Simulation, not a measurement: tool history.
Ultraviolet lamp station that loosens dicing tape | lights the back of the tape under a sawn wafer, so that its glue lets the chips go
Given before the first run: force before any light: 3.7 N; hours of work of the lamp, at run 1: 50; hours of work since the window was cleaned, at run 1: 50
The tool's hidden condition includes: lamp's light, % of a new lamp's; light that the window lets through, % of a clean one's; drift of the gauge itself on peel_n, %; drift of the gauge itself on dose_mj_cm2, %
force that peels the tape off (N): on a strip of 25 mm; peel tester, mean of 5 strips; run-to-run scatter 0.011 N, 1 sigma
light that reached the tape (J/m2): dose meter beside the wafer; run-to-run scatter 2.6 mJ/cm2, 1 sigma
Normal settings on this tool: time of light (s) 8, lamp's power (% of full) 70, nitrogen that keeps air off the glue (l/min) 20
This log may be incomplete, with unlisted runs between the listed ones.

run,hour,time of light (s),lamp's power (% of full),nitrogen that keeps air off the glue (l/min),hours of work of the lamp,hours of work since the window was cleaned,force that peels the tape off (N),light that reached the tape (J/m2)
1,0.0,8,70,20,50,50,0.487,3350
2,4.1,8,86,20,52,52,0.392,4090
3,11.6,8,86,20,57,57,0.376,4120
4,18.9,8,86,20,62,62,0.389,4090
5,27.4,8,86,20,68,68,0.373,4100
6,35.2,8,70,20,73,73,0.485,3320
7,43.7,8,70,20,79,79,0.490,3350
8,49.2,8,70,20,83,83,0.494,3400
9,53.3,8,70,24,86,86,0.470,3310
10,57.9,8,70,33,89,89,0.408,3300
11,64.5,8,70,33,93,93,0.415,3400
12,73.3,4,70,20,99,99,1.171,1640
13,77.7,11,70,20,102,102,0.335,4600
14,86.1,6,70,20,108,108,0.720,2540
15,89.7,6,70,10,110,110,0.956,2520
16,98.2,8,70,23,116,116,0.457,3340
17,106.6,8,76,20,121,121,0.444,3580
18,115.4,8,76,20,127,127,0.437,3630
19,123.9,8,70,20,133,133,0.497,3330
20,131.0,8,70,20,138,138,0.507,3350
21,139.2,8,70,20,143,143,0.514,3320
22,145.8,8,68,20,148,148,0.509,3190
23,153.3,8,92,20,153,153,0.374,4370
24,161.8,8,92,20,159,159,0.354,4380
25,166.9,8,92,20,162,162,0.355,4430
26,172.5,6,63,38,166,166,0.650,2270
27,176.4,5,62,17,168,168,1.123,1870
28,180.4,5,62,17,171,171,1.143,1850
29,184.6,7,61,19,174,174,0.720,2520
30,189.1,6,79,16,177,177,0.692,2810
31,195.2,6,79,16,181,181,0.685,2860
32,202.3,6,71,16,186,186,0.788,2510
33,209.8,15,70,20,191,191,0.271,6220
34,215.7,8,80,20,195,195,0.408,3830
35,222.2,10,80,18,199,199,0.338,4820
36,227.5,10,80,18,203,203,0.321,4770
37,236.3,10,76,20,209,209,0.356,4560
38,243.5,8,66,11,214,214,0.692,3130
39,252.4,6,95,12,220,220,0.615,3420
40,258.3,5,70,25,224,224,0.840,2050
41,267.0,5,70,25,229,229,0.848,2070
42,273.7,5,70,25,234,234,0.844,2120
43,280.5,8,80,17,239,239,0.437,3790
44,289.1,15,93,20,244,244,0.246,8350

Branching from run 44: 4 alternative next runs. What would each branch give?
A,296.2,15,97,20,249,249,?,?
B,296.2,8,70,39,249,249,?,?
C,296.2,15,80,16,249,249,?,?
D,296.2,8,82,10,249,249,?,?

run,force that peels the tape off (N),light that reached the tape (J/m2)
A,0.248,8650
B,0.411,3310
C,0.253,7120
D,0.538,3890
Take away the tool's hidden state, keep each run's random variation, and the runs would have read:
run,force that peels the tape off (N),light that reached the tape (J/m2)
A,0.248,8660
B,0.410,3310
C,0.253,7130
D,0.537,3900
